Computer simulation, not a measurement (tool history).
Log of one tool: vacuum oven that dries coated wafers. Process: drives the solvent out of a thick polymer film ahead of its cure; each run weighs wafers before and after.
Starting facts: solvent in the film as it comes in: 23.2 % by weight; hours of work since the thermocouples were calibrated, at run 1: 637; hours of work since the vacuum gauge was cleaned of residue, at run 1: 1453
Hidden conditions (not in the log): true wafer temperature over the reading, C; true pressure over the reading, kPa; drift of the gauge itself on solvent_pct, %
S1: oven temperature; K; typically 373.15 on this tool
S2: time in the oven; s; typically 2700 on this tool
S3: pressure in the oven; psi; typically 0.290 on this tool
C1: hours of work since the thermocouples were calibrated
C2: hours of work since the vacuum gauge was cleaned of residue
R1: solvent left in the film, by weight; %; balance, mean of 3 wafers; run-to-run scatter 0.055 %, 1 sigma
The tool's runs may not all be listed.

run	hour	S1	S2	S3	C1	C2	R1
1	0.0	373.15	2700	0.290	637	1453	2.35
2	79.1	380.15	2700	0.290	693	1509	1.13
3	154.0	367.15	2700	0.290	746	1562	4.23
4	233.2	373.15	2700	0.219	802	1618	2.05
# hour 251.5: oven's thermocouples calibrated
5	340.9	373.15	2700	0.219	63	1693	2.12
6	402.3	373.15	2700	0.219	107	1736	2.00
7	502.2	373.15	2700	0.290	177	1807	2.39
8	617.2	373.15	2700	0.290	259	1888	2.37
9	725.6	373.15	3720	0.290	335	1965	1.59
10	799.7	375.15	2700	0.290	388	2017	2.03
11	903.3	383.15	2700	0.290	461	2090	0.94
12	1010.1	383.15	2700	0.290	536	2166	0.98
13	1096.5	383.15	2700	0.290	598	2227	0.89
14	1156.0	383.15	2700	0.290	640	2269	0.97
15	1230.7	383.15	2700	0.290	692	2322	0.92
16	1296.3	383.15	2700	0.290	739	2368	0.93
17	1375.6	373.15	1380	0.222	795	2424	5.54
# hour 1399.1: oven's thermocouples calibrated
18	1450.1	373.15	1380	0.222	36	2476	5.39
19	1539.2	373.15	1380	0.222	99	2539	5.30
# hour 1549.2: vacuum gauge cleaned of residue and calibrated
20	1595.1	374.15	3000	0.532	138	32	2.62
21	1661.1	377.15	2700	0.496	184	79	2.16
22	1739.4	377.15	2700	0.496	240	134	2.30
23	1825.9	373.15	2700	0.429	301	196	2.86
24	1907.6	373.15	2700	0.429	358	253	2.87
25	1982.2	380.15	2940	0.234	411	306	0.89
26	2034.6	380.15	2940	0.234	448	343	0.88
27	2150.7	380.15	2940	0.234	530	425	0.92

Alternative continuations, all from the tool just after run 27; predict every row:
A	2229.1	366.15	4560	0.326	586	481	?
B	2229.1	388.15	1500	0.367	586	481	?
C	2229.1	380.15	2940	0.740	586	481	?

run	R1
A	2.63
B	1.22
C	2.42
Without the tool's hidden state the same runs would have given:
run	R1
A	2.61
B	1.20
C	2.40

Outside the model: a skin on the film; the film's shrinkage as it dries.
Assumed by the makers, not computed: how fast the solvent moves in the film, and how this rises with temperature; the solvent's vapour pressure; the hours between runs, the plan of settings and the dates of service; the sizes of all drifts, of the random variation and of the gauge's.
